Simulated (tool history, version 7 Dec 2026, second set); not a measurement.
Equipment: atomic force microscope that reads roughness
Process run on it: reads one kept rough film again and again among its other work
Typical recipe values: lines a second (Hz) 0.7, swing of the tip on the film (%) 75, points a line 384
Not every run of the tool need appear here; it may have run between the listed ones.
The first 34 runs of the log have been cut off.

| run | hour | lines a second (Hz) | swing of the tip on the film (%) | points a line | pictures with this tip | hours of work since the height scale was calibrated | roughness of the kept film (nm (root mean square)) |
|---|---|---|---|---|---|---|---|
| 35 | 1094 | 2.135 | 72 | 368 | 123 | 885 | 2.59 |
| 36 | 1120.1 | 2.259 | 87 | 368 | 141 | 896 | 2.275 |
|  | 1142.6 | new tip fitted |
| 37 | 1154.9 | 0.7 | 79 | 399 | 8 | 911 | 3.33 |
| 38 | 1181 | 0.7 | 73 | 384 | 26 | 921 | 3.278 |
| 39 | 1216.2 | 0.7 | 73 | 384 | 50 | 936 | 3.123 |
| 40 | 1239 | 3.111 | 56 | 409 | 66 | 946 | 2.99 |
| 41 | 1277.2 | 3.111 | 56 | 409 | 93 | 962 | 2.853 |
| 42 | 1306.1 | 2.76 | 79 | 470 | 112 | 974 | 2.461 |
| 43 | 1346.2 | 1.105 | 56 | 632 | 140 | 990 | 2.755 |
|  | 1372.4 | new tip fitted |
| 44 | 1380.3 | 1.791 | 56 | 322 | 5 | 1004 | 3.415 |
| 45 | 1407.8 | 0.628 | 70 | 289 | 24 | 1016 | 3.317 |
| 46 | 1443.8 | 1.495 | 64 | 593 | 49 | 1031 | 3.128 |

Each row is a separate what-if for the run after 46, all from the same tool condition, not one after another. Results?
| A | 1462.8 | 0.629 | 76 | 593 | 62 | 1039 | ? |
| B | 1462.8 | 3.07 | 64 | 524 | 62 | 1039 | ? |
| C | 1462.8 | 0.7 | 75 | 754 | 62 | 1039 | ? |

| run | roughness of the kept film (nm (root mean square)) |
|---|---|
| A | 3.079 |
| B | 2.949 |
| C | 3.121 |
What these runs would have given with no unlogged condition in the tool:
| run | roughness of the kept film (nm (root mean square)) |
|---|---|
| A | 3.394 |
| B | 3.251 |
| C | 3.441 |
